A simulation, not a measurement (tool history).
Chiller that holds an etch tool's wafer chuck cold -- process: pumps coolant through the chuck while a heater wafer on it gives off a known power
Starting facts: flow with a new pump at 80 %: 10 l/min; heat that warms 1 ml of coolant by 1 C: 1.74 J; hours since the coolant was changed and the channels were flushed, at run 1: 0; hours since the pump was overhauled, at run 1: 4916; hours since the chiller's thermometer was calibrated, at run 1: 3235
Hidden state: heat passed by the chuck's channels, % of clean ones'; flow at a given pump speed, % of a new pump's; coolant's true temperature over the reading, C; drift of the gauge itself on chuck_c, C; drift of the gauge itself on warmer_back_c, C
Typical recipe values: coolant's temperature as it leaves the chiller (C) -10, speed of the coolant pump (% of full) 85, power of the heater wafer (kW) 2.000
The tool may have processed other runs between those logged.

run      day  coolant's temperature as it leaves the chiller (C)  speed of the coolant pump (% of full)  power of the heater wafer (kW)  hours since the coolant was changed and the channels were flushed  hours since the pump was overhauled  hours since the chiller's thermometer was calibrated  chuck's temperature once it has settled (C)  how much warmer the coolant comes back (C)
  1    0.000                                                 -10                                     85                           2.000                                                                  0                                 4916                                                  3235                                          2.9                                        6.80
  2    2.567                                                 -10                                     61                           2.000                                                                 62                                 4978                                                  3297                                          6.7                                        9.63
  3    7.733                                                 -19                                     61                           2.000                                                                186                                 5102                                                  3421                                         -2.3                                        9.75
  4   13.254                                                 -10                                     85                           2.000                                                                318                                 5234                                                  3553                                          3.2                                        6.88
  5   18.308                                                 -10                                     85                           2.000                                                                439                                 5355                                                  3674                                          3.3                                        6.85
  6   20.738                                                 -10                                     88                           2.000                                                                498                                 5414                                                  3733                                          2.8                                        6.62
      21.158  -- chiller's thermometer calibrated
  7   26.212                                                 -10                                     88                           2.000                                                                628                                 5544                                                   121                                          2.9                                        6.63
  8   30.838                                                 -10                                     88                           2.000                                                                739                                 5655                                                   232                                          3.5                                        6.68
  9   35.792                                                 -10                                     88                           2.000                                                                858                                 5774                                                   351                                          3.1                                        6.69
 10   40.362                                                 -10                                     88                           2.000                                                                968                                 5884                                                   461                                          3.0                                        6.65
 11   46.058                                                 -10                                     88                           2.000                                                               1104                                 6020                                                   598                                          3.3                                        6.64
 12   48.462                                                 -10                                     88                           2.000                                                               1162                                 6078                                                   655                                          3.2                                        6.61
 13   51.354                                                 -10                                     85                           2.000                                                               1231                                 6148                                                   725                                          3.5                                        6.90
 14   54.421                                                 -10                                     85                           2.000                                                               1305                                 6221                                                   798                                          3.5                                        6.96
 15   58.933                                                 -11                                     85                           2.000                                                               1413                                 6329                                                   907                                          2.5                                        6.98
 16   63.896                                                 -11                                     85                           2.000                                                               1533                                 6449                                                  1026                                          2.7                                        7.00
 17   67.167                                                 -11                                     85                           2.000                                                               1611                                 6527                                                  1104                                          2.5                                        6.99
 18   72.183                                                  -9                                     84                           2.758                                                               1731                                 6647                                                  1225                                         10.0                                        9.73
 19   76.217                                                  -9                                     84                           2.758                                                               1828                                 6744                                                  1321                                         10.1                                        9.68
 20   80.438                                                  -9                                     82                           1.202                                                               1929                                 6846                                                  1423                                         -0.7                                        4.31
 21   83.517                                                  -9                                     71                           2.429                                                               2003                                 6919                                                  1497                                         10.0                                       10.31
 22   86.438                                                  -9                                     80                           2.320                                                               2073                                 6990                                                  1567                                          7.7                                        8.61
 23   91.838                                                 -10                                     72                           2.235                                                               2203                                 7119                                                  1696                                          7.6                                        9.35
 24   94.121                                                 -10                                     72                           2.235                                                               2258                                 7174                                                  1751                                          7.5                                        9.31
 25   96.542                                                 -18                                     91                           2.235                                                               2316                                 7232                                                  1809                                         -3.2                                        7.28
 26  101.508                                                 -18                                     91                           2.235                                                               2435                                 7351                                                  1928                                         -3.3                                        7.32
 27  105.958                                                 -18                                     91                           2.235                                                               2542                                 7458                                                  2035                                         -3.1                                        7.31
 28  108.908                                                  -7                                     72                           1.558                                                               2613                                 7529                                                  2106                                          5.2                                        6.54
 29  111.629                                                  -7                                     72                           1.558                                                               2678                                 7594                                                  2171                                          5.3                                        6.53
 30  115.096                                                 -11                                     67                           1.890                                                               2761                                 7677                                                  2254                                          4.6                                        8.55
 31  118.779                                                 -11                                     67                           1.890                                                               2850                                 7766                                                  2343                                          4.6                                        8.58

Forecast each of these 3 alternatives for the next run:
  A  121.600                                                 -10                                     73                           1.890                                                               2917                                 7833                                                  2411                                            ?                                           ?
  B  121.600                                                  -5                                     79                           2.894                                                               2917                                 7833                                                  2411                                            ?                                           ?
  C  121.600                                                  -7                                     69                           2.101                                                               2917                                 7833                                                  2411                                            ?                                           ?

run  chuck's temperature once it has settled (C)  how much warmer the coolant comes back (C)
  A                                          4.8                                        7.82
  B                                         16.2                                       11.00
  C                                         10.2                                        9.24
Stripped of hidden state, with their random variation kept, the same runs would have yielded:
run  chuck's temperature once it has settled (C)  how much warmer the coolant comes back (C)
  A                                          3.4                                        7.17
  B                                         14.1                                       10.07
  C                                          8.5                                        8.47
